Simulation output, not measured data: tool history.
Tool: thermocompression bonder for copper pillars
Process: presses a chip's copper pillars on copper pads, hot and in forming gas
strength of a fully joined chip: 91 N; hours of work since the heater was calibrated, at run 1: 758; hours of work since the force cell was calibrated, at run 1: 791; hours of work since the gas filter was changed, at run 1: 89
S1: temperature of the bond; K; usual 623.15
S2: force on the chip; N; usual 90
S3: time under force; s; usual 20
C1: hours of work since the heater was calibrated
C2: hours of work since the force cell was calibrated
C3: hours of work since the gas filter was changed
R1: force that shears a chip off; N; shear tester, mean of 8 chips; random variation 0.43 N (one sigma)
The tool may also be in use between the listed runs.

run,hour,S1,S2,S3,C1,C2,C3,R1
1,0.0,623.15,90,20,758,791,89,37.2
# hour 56.7: forming gas filter changed
2,75.6,623.15,90,20,817,850,15,39.3
# hour 132.2: heater calibrated with a thermocouple chip
3,147.2,623.15,90,20,12,905,69,40.5
4,192.8,623.15,90,20,47,940,105,39.2
# hour 231.6: forming gas filter changed
5,248.0,623.15,90,20,90,983,13,42.0
6,309.9,623.15,76,20,139,1032,61,34.7
7,343.2,623.15,66,20,165,1058,88,29.1
8,382.0,623.15,66,20,196,1088,118,28.3
# hour 400.5: forming gas filter changed
9,414.1,623.15,66,20,220,1113,11,30.4
10,468.9,623.15,66,20,263,1156,54,29.7
11,517.3,623.15,66,20,301,1194,92,28.6
# hour 570.3: forming gas filter changed
12,573.6,623.15,90,20,345,1238,3,39.9
13,648.8,623.15,90,20,404,1297,62,38.3
14,685.3,623.15,90,44,433,1325,90,49.3
# hour 741.1: forming gas filter changed
15,748.4,623.15,90,44,482,1375,6,52.5
# hour 754.2: force cell calibrated
16,786.9,623.15,90,32,511,26,35,45.2
17,855.3,599.15,90,32,564,79,88,32.3
# hour 911.8: forming gas filter changed
18,911.8,623.15,90,20,608,123,0,38.2
19,984.6,623.15,90,20,665,180,57,36.3
20,1031.7,623.15,90,57,702,217,94,51.6
# hour 1041.1: force cell calibrated, once more
# hour 1083.1: forming gas filter changed
21,1107.0,622.15,55,20,760,51,19,24.2
22,1157.7,622.15,55,20,800,91,59,23.5
23,1227.7,622.15,55,20,854,146,113,22.4
# hour 1240.5: heater calibrated with a thermocouple chip
# hour 1258.1: forming gas filter changed
24,1303.5,622.15,55,20,49,203,36,26.0
25,1358.8,593.15,90,14,92,247,79,24.7
26,1391.5,629.15,121,34,118,272,105,62.3
# hour 1429.6: forming gas filter changed
27,1442.2,636.15,59,32,157,312,10,39.9
28,1498.0,623.15,63,12,201,356,54,23.1
29,1572.2,652.15,133,41,259,414,112,74.8
# hour 1598.4: forming gas filter changed
30,1626.5,601.15,90,20,302,456,22,31.4
31,1672.7,633.15,90,51,338,492,58,59.0
32,1708.2,639.15,90,49,366,520,86,60.2
# hour 1768.5: forming gas filter changed
33,1772.3,641.15,103,35,416,570,3,64.7
34,1838.9,623.15,103,35,468,622,55,53.7
35,1904.0,623.15,82,34,519,673,106,42.1
# hour 1936.7: forming gas filter changed
36,1938.8,635.15,95,20,546,700,2,47.6
37,2011.8,623.15,134,20,603,757,59,52.5
38,2056.8,623.15,121,15,638,793,94,43.4
39,2089.3,637.15,90,12,664,818,120,34.6

Measured less the same run without the tool's hidden state. The same run-to-run variation is in both; the gauge's scatter may not be:
The hidden state here: true temperature of the bond over the reading, C; force that reaches the chip, % of what is set; oxide that the forming gas leaves, % of the face; drift of the gauge itself on shear_n, %.
run,R1
1,-7.1
2,-5.5
3,-3.7
4,-4.9
5,-2.6
6,-3.7
7,-4.1
8,-4.9
9,-2.7
10,-3.8
11,-4.8
12,-3.9
13,-5.9
14,-8.0
15,-5.4
16,-6.9
17,-7.6
18,-5.9
19,-7.8
20,-10.7
21,-3.2
22,-4.0
23,-5.1
24,-1.3
25,-2.2
26,-6.0
27,-1.7
28,-2.1
29,-7.1
30,-2.7
31,-5.3
32,-6.5
33,-3.4
34,-5.9
35,-7.0
36,-4.3
37,-7.0
38,-7.9
39,-7.6
